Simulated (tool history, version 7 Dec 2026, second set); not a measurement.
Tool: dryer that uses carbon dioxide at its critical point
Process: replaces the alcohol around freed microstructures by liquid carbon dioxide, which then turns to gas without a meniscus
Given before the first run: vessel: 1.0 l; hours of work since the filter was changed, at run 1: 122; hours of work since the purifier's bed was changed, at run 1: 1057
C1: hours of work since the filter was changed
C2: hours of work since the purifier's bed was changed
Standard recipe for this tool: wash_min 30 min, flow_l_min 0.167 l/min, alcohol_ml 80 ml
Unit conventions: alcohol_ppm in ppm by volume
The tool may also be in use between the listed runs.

run 1 hour=0 | wash_min=30 flow_l_min=0.167 alcohol_ml=80 | C1=122 C2=1057 | alcohol_ppm=2759
run 2 hour=22.1 | wash_min=30 flow_l_min=0.167 alcohol_ml=80 | C1=139 C2=1074 | alcohol_ppm=2886
run 3 hour=39.6 | wash_min=30 flow_l_min=0.167 alcohol_ml=80 | C1=152 C2=1087 | alcohol_ppm=3014
run 4 hour=74.3 | wash_min=30 flow_l_min=0.105 alcohol_ml=80 | C1=179 C2=1113 | alcohol_ppm=10107
run 5 hour=108.9 | wash_min=30 flow_l_min=0.167 alcohol_ml=80 | C1=205 C2=1140 | alcohol_ppm=3365
run 6 hour=128.5 | wash_min=30 flow_l_min=0.167 alcohol_ml=80 | C1=220 C2=1155 | alcohol_ppm=3416
run 7 hour=151.2 | wash_min=24 flow_l_min=0.167 alcohol_ml=80 | C1=237 C2=1172 | alcohol_ppm=6321
run 8 hour=185.5 | wash_min=24 flow_l_min=0.167 alcohol_ml=80 | C1=263 C2=1198 | alcohol_ppm=6754
run 9 hour=212.5 | wash_min=24 flow_l_min=0.167 alcohol_ml=80 | C1=283 C2=1218 | alcohol_ppm=6930
-- hour=234.6 inlet filter changed
run 10 hour=256.1 | wash_min=24 flow_l_min=0.167 alcohol_ml=80 | C1=16 C2=1250 | alcohol_ppm=4729
-- hour=262.3 purifier's bed changed
run 11 hour=289.6 | wash_min=30 flow_l_min=0.167 alcohol_ml=80 | C1=39 C2=21 | alcohol_ppm=2322
run 12 hour=320.3 | wash_min=30 flow_l_min=0.167 alcohol_ml=80 | C1=63 C2=44 | alcohol_ppm=2416
run 13 hour=349.2 | wash_min=30 flow_l_min=0.167 alcohol_ml=80 | C1=85 C2=66 | alcohol_ppm=2490
run 14 hour=373.2 | wash_min=30 flow_l_min=0.167 alcohol_ml=53 | C1=103 C2=84 | alcohol_ppm=1774
run 15 hour=397.8 | wash_min=30 flow_l_min=0.167 alcohol_ml=38 | C1=121 C2=103 | alcohol_ppm=1236
run 16 hour=436.8 | wash_min=37 flow_l_min=0.167 alcohol_ml=38 | C1=151 C2=132 | alcohol_ppm=643
run 17 hour=463.5 | wash_min=37 flow_l_min=0.167 alcohol_ml=38 | C1=171 C2=152 | alcohol_ppm=648
run 18 hour=493.4 | wash_min=30 flow_l_min=0.167 alcohol_ml=80 | C1=194 C2=175 | alcohol_ppm=3080
run 19 hour=526.9 | wash_min=30 flow_l_min=0.167 alcohol_ml=80 | C1=219 C2=200 | alcohol_ppm=3205
run 20 hour=570.7 | wash_min=30 flow_l_min=0.167 alcohol_ml=23 | C1=252 C2=234 | alcohol_ppm=1001
run 21 hour=607.9 | wash_min=30 flow_l_min=0.167 alcohol_ml=73 | C1=281 C2=262 | alcohol_ppm=3244
-- hour=636.6 inlet filter changed
run 22 hour=643.6 | wash_min=30 flow_l_min=0.167 alcohol_ml=73 | C1=5 C2=288 | alcohol_ppm=2015
run 23 hour=686.9 | wash_min=20 flow_l_min=0.112 alcohol_ml=59 | C1=38 C2=321 | alcohol_ppm=11926
run 24 hour=716.6 | wash_min=27 flow_l_min=0.167 alcohol_ml=80 | C1=61 C2=344 | alcohol_ppm=3341
run 25 hour=752.1 | wash_min=26 flow_l_min=0.165 alcohol_ml=34 | C1=88 C2=370 | alcohol_ppm=1859
run 26 hour=770.4 | wash_min=26 flow_l_min=0.125 alcohol_ml=34 | C1=101 C2=384 | alcohol_ppm=3659
run 27 hour=798.1 | wash_min=28 flow_l_min=0.214 alcohol_ml=28 | C1=122 C2=405 | alcohol_ppm=558
run 28 hour=823.4 | wash_min=30 flow_l_min=0.167 alcohol_ml=40 | C1=142 C2=424 | alcohol_ppm=1452
run 29 hour=853.5 | wash_min=30 flow_l_min=0.167 alcohol_ml=40 | C1=164 C2=447 | alcohol_ppm=1469
run 30 hour=888.5 | wash_min=25 flow_l_min=0.167 alcohol_ml=40 | C1=191 C2=474 | alcohol_ppm=2624
run 31 hour=925.5 | wash_min=32 flow_l_min=0.188 alcohol_ml=52 | C1=219 C2=502 | alcohol_ppm=1142
run 32 hour=953.7 | wash_min=32 flow_l_min=0.103 alcohol_ml=118 | C1=240 C2=523 | alcohol_ppm=13919
run 33 hour=987 | wash_min=30 flow_l_min=0.105 alcohol_ml=28 | C1=266 C2=548 | alcohol_ppm=3860
run 34 hour=1022.1 | wash_min=20 flow_l_min=0.167 alcohol_ml=98 | C1=292 C2=575 | alcohol_ppm=12166
-- hour=1032.7 inlet filter changed
run 35 hour=1054.2 | wash_min=40 flow_l_min=0.103 alcohol_ml=99 | C1=16 C2=599 | alcohol_ppm=4947
run 36 hour=1075.7 | wash_min=32 flow_l_min=0.234 alcohol_ml=93 | C1=33 C2=615 | alcohol_ppm=548
run 37 hour=1099.8 | wash_min=22 flow_l_min=0.14 alcohol_ml=24 | C1=51 C2=633 | alcohol_ppm=2761
run 38 hour=1130.3 | wash_min=41 flow_l_min=0.196 alcohol_ml=43 | C1=74 C2=656 | alcohol_ppm=250
run 39 hour=1159 | wash_min=41 flow_l_min=0.196 alcohol_ml=43 | C1=96 C2=678 | alcohol_ppm=250
run 40 hour=1186.7 | wash_min=41 flow_l_min=0.196 alcohol_ml=43 | C1=117 C2=699 | alcohol_ppm=283
run 41 hour=1215.2 | wash_min=30 flow_l_min=0.196 alcohol_ml=63 | C1=138 C2=721 | alcohol_ppm=1317
run 42 hour=1251.8 | wash_min=20 flow_l_min=0.215 alcohol_ml=63 | C1=166 C2=748 | alcohol_ppm=3799
run 43 hour=1292.3 | wash_min=20 flow_l_min=0.108 alcohol_ml=39 | C1=197 C2=779 | alcohol_ppm=9247
run 44 hour=1334.2 | wash_min=20 flow_l_min=0.108 alcohol_ml=39 | C1=229 C2=811 | alcohol_ppm=9427

Measured minus without-hidden-state, run by run (identical run-to-run variation in each term; gauge scatter may differ):
Unlogged tool condition in this case: flow that reaches the vessel past the clogged filter, %; alcohol in the recycled carbon dioxide, ppm; drift of the gauge itself on alcohol_ppm, %.
run=1 alcohol_ppm=+732
run=2 alcohol_ppm=+824
run=3 alcohol_ppm=+911
run=4 alcohol_ppm=+2184
run=5 alcohol_ppm=+1217
run=6 alcohol_ppm=+1289
run=7 alcohol_ppm=+2055
run=8 alcohol_ppm=+2358
run=9 alcohol_ppm=+2555
run=10 alcohol_ppm=+336
run=11 alcohol_ppm=+211
run=12 alcohol_ppm=+304
run=13 alcohol_ppm=+402
run=14 alcohol_ppm=+334
run=15 alcohol_ppm=+267
run=16 alcohol_ppm=+204
run=17 alcohol_ppm=+231
run=18 alcohol_ppm=+972
run=19 alcohol_ppm=+1101
run=20 alcohol_ppm=+393
run=21 alcohol_ppm=+1336
run=22 alcohol_ppm=+81
run=23 alcohol_ppm=+468
run=24 alcohol_ppm=+390
run=25 alcohol_ppm=+300
run=26 alcohol_ppm=+493
run=27 alcohol_ppm=+175
run=28 alcohol_ppm=+382
run=29 alcohol_ppm=+434
run=30 alcohol_ppm=+723
run=31 alcohol_ppm=+477
run=32 alcohol_ppm=+3628
run=33 alcohol_ppm=+1083
run=34 alcohol_ppm=+3701
run=35 alcohol_ppm=+216
run=36 alcohol_ppm=+123
run=37 alcohol_ppm=+243
run=38 alcohol_ppm=+115
run=39 alcohol_ppm=+126
run=40 alcohol_ppm=+142
run=41 alcohol_ppm=+405
run=42 alcohol_ppm=+920
run=43 alcohol_ppm=+1395
run=44 alcohol_ppm=+1618
